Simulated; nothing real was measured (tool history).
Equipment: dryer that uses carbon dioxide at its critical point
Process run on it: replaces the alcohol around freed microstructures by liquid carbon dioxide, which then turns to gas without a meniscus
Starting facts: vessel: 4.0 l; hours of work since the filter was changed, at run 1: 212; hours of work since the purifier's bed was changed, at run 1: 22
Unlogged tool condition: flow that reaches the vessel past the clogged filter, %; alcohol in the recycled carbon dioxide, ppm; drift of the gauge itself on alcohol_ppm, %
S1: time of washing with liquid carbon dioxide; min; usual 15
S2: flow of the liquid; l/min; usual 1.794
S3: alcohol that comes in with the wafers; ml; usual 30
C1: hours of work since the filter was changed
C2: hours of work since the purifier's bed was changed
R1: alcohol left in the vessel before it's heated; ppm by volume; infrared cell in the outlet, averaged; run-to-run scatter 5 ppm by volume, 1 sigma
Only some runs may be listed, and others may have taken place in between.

| run | hour | S1 | S2 | S3 | C1 | C2 | R1 |
|---|---|---|---|---|---|---|---|
| 1 | 0 | 15 | 1.794 | 30 | 212 | 22 | 59 |
| 2 | 18 | 21 | 1.794 | 30 | 225 | 36 | 20 |
| 3 | 38.6 | 15 | 1.794 | 21 | 241 | 51 | 55 |
| 4 | 53.4 | 15 | 1.794 | 30 | 252 | 62 | 77 |
| 5 | 66 | 15 | 1.94 | 30 | 261 | 72 | 61 |
| 6 | 85.4 | 15 | 1.94 | 30 | 276 | 86 | 62 |
| 7 | 101.5 | 15 | 1.94 | 30 | 288 | 98 | 67 |
| 8 | 112.5 | 15 | 1.794 | 108 | 296 | 106 | 241 |
| 9 | 123.2 | 15 | 1.794 | 108 | 304 | 114 | 243 |
| 10 | 141.7 | 15 | 1.794 | 108 | 318 | 128 | 258 |
| 11 | 162 | 15 | 1.794 | 108 | 333 | 143 | 262 |
| 12 | 173.7 | 15 | 1.794 | 108 | 342 | 152 | 246 |
| 13 | 189.3 | 15 | 1.794 | 108 | 353 | 164 | 278 |
| 14 | 206.2 | 15 | 2.21 | 30 | 366 | 176 | 65 |
| 15 | 218.3 | 17 | 1.794 | 30 | 375 | 185 | 84 |
| 16 | 235.8 | 11 | 1.794 | 31 | 388 | 199 | 298 |
| 17 | 246.1 | 21 | 2.34 | 35 | 396 | 206 | 56 |
| 18 | 254.9 | 11 | 2.3 | 32 | 403 | 213 | 145 |
| 19 | 271.1 | 15 | 1.71 | 95 | 415 | 225 | 344 |
| 20 | 287 | 15 | 1.71 | 95 | 427 | 237 | 341 |
| 21 | 306.5 | 15 | 1.71 | 41 | 441 | 252 | 185 |
| 22 | 315.4 | 15 | 1.71 | 41 | 448 | 258 | 193 |

Pick out some run-to-run changes in R1. Of each, how much would a tool without hidden state show as well, from the settings, what came in and chance, and how much is left for the hidden state and any gauge scatter not in both results compared?
Run 15 -> 16: S1 17 -> 11, S3 30 -> 31. R1 +214 ppm by volume: hidden state +84, all else +130.
Run 16 -> 17: S1 11 -> 21, S2 1.794 -> 2.34, S3 31 -> 35. R1 -242 ppm by volume: hidden state -99, all else -143.
Run 18 -> 19: S1 11 -> 15, S2 2.3 -> 1.71, S3 32 -> 95. R1 +199 ppm by volume: hidden state +101, all else +98.

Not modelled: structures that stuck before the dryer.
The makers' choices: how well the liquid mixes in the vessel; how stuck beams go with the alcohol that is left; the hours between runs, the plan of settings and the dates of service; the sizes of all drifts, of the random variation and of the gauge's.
